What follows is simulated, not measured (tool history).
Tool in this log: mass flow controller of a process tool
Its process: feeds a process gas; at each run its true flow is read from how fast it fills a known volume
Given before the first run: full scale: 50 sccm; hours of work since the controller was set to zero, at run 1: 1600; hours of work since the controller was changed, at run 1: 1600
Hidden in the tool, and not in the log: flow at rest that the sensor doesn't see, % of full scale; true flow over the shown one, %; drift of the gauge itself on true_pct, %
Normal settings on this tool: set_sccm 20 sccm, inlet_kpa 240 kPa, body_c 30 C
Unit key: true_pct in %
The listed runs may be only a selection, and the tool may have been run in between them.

| run | hour | set_sccm | inlet_kpa | body_c | hours of work since the controller was set to zero | hours of work since the controller was changed | true_pct |
|---|---|---|---|---|---|---|---|
| 1 | 0 | 20 | 240 | 30 | 1600 | 1600 | 98.96 |
| 2 | 300.8 | 20 | 173 | 30 | 1749 | 1749 | 99.29 |
| 3 | 557.7 | 20 | 173 | 30 | 1876 | 1876 | 99.35 |
| 4 | 830.9 | 20 | 240 | 30 | 2011 | 2011 | 99.05 |
| 5 | 1218.5 | 20 | 240 | 32 | 2203 | 2203 | 99.28 |
| 6 | 1395.2 | 20 | 240 | 32 | 2290 | 2290 | 99.14 |
| 7 | 1768 | 20 | 240 | 32 | 2474 | 2474 | 99.23 |
| 8 | 2033.9 | 20 | 240 | 30 | 2606 | 2606 | 99.17 |
| 9 | 2356.8 | 20 | 240 | 30 | 2765 | 2765 | 99.09 |
| 10 | 2693.8 | 20 | 240 | 30 | 2932 | 2932 | 99.1 |
| 11 | 3058.3 | 20 | 240 | 30 | 3112 | 3112 | 99.14 |
| 12 | 3245.8 | 20 | 240 | 30 | 3205 | 3205 | 99.26 |
| 13 | 3560.4 | 13 | 245 | 33 | 3360 | 3360 | 98.51 |

What will run 14 give?
| 14 | 3903.9 | 13 | 245 | 33 | 3530 | 3530 | ? |

{"run 14": {"true_pct": 98.35}}
On a tool with no hidden condition, and with the same random variation, this run would have come out at true_pct 98.45 %.
